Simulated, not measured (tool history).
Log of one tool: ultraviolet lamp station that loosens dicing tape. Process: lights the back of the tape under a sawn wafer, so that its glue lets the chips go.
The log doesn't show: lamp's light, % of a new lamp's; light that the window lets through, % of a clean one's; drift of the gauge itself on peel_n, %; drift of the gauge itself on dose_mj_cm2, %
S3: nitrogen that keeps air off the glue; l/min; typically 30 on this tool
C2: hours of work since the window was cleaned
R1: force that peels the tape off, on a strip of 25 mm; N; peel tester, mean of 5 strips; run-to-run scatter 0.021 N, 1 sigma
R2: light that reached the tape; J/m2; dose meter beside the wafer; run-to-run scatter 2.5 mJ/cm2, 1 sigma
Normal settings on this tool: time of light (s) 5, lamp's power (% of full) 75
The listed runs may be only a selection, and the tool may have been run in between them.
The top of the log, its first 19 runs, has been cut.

{"run": 20, "hour": 128.2, "time of light (s)": 5, "lamp's power (% of full)": 75, "S3": 30, "hours of work of the lamp": 202, "C2": 537, "R1": 1.494, "R2": 2500}
{"run": 21, "hour": 135.0, "time of light (s)": 5, "lamp's power (% of full)": 75, "S3": 30, "hours of work of the lamp": 207, "C2": 542, "R1": 1.469, "R2": 2450}
{"run": 22, "hour": 142.5, "time of light (s)": 5, "lamp's power (% of full)": 75, "S3": 30, "hours of work of the lamp": 213, "C2": 548, "R1": 1.46, "R2": 2490}
{"run": 23, "hour": 151.6, "time of light (s)": 5, "lamp's power (% of full)": 75, "S3": 30, "hours of work of the lamp": 220, "C2": 555, "R1": 1.516, "R2": 2470}
{"run": 24, "hour": 157.0, "time of light (s)": 5, "lamp's power (% of full)": 75, "S3": 30, "hours of work of the lamp": 224, "C2": 559, "R1": 1.511, "R2": 2410}
{"run": 25, "hour": 164.0, "time of light (s)": 5, "lamp's power (% of full)": 75, "S3": 30, "hours of work of the lamp": 229, "C2": 564, "R1": 1.446, "R2": 2430}
{"run": 26, "hour": 174.6, "time of light (s)": 5, "lamp's power (% of full)": 75, "S3": 30, "hours of work of the lamp": 237, "C2": 572, "R1": 1.504, "R2": 2380}
{"run": 27, "hour": 185.0, "time of light (s)": 3, "lamp's power (% of full)": 63, "S3": 11, "hours of work of the lamp": 245, "C2": 580, "R1": 4.937, "R2": 1220}
{"run": 28, "hour": 193.3, "time of light (s)": 4, "lamp's power (% of full)": 75, "S3": 30, "hours of work of the lamp": 251, "C2": 586, "R1": 2.147, "R2": 1950}
{"run": 29, "hour": 201.6, "time of light (s)": 2, "lamp's power (% of full)": 75, "S3": 10, "hours of work of the lamp": 257, "C2": 592, "R1": 5.94, "R2": 950}
{"run": 30, "hour": 206.8, "time of light (s)": 2, "lamp's power (% of full)": 75, "S3": 10, "hours of work of the lamp": 261, "C2": 596, "R1": 5.927, "R2": 960}
{"run": 31, "hour": 211.4, "time of light (s)": 2, "lamp's power (% of full)": 70, "S3": 10, "hours of work of the lamp": 264, "C2": 599, "R1": 6.059, "R2": 920}
{"run": 32, "hour": 221.8, "time of light (s)": 2, "lamp's power (% of full)": 70, "S3": 10, "hours of work of the lamp": 272, "C2": 607, "R1": 6.296, "R2": 900}
{"run": 33, "hour": 227.3, "time of light (s)": 6, "lamp's power (% of full)": 62, "S3": 24, "hours of work of the lamp": 276, "C2": 611, "R1": 1.756, "R2": 2390}
{"run": 34, "hour": 231.9, "time of light (s)": 6, "lamp's power (% of full)": 62, "S3": 24, "hours of work of the lamp": 280, "C2": 615, "R1": 1.776, "R2": 2380}
{"run": 35, "hour": 239.9, "time of light (s)": 6, "lamp's power (% of full)": 62, "S3": 24, "hours of work of the lamp": 286, "C2": 621, "R1": 1.754, "R2": 2360}
{"run": 36, "hour": 245.1, "time of light (s)": 5, "lamp's power (% of full)": 75, "S3": 31, "hours of work of the lamp": 290, "C2": 625, "R1": 1.556, "R2": 2400}
{"hour": 252.4, "done": "window cleaned of glue's vapour"}
{"run": 37, "hour": 252.4, "time of light (s)": 5, "lamp's power (% of full)": 75, "S3": 31, "hours of work of the lamp": 295, "C2": 0, "R1": 1.216, "R2": 2690}
{"run": 38, "hour": 261.4, "time of light (s)": 5, "lamp's power (% of full)": 81, "S3": 50, "hours of work of the lamp": 302, "C2": 7, "R1": 0.823, "R2": 2950}
{"run": 39, "hour": 270.6, "time of light (s)": 10, "lamp's power (% of full)": 98, "S3": 57, "hours of work of the lamp": 309, "C2": 14, "R1": 0.253, "R2": 7100}

Expected results for the next run?
{"run": 40, "hour": 277.5, "time of light (s)": 5, "lamp's power (% of full)": 71, "S3": 57, "hours of work of the lamp": 314, "C2": 19, "R1": "?", "R2": "?"}

Run 40 measured R1 0.965 N, R2 2550 J/m2.
Without the tool's hidden state the same run would have given R1 0.805 N, R2 2800 J/m2.
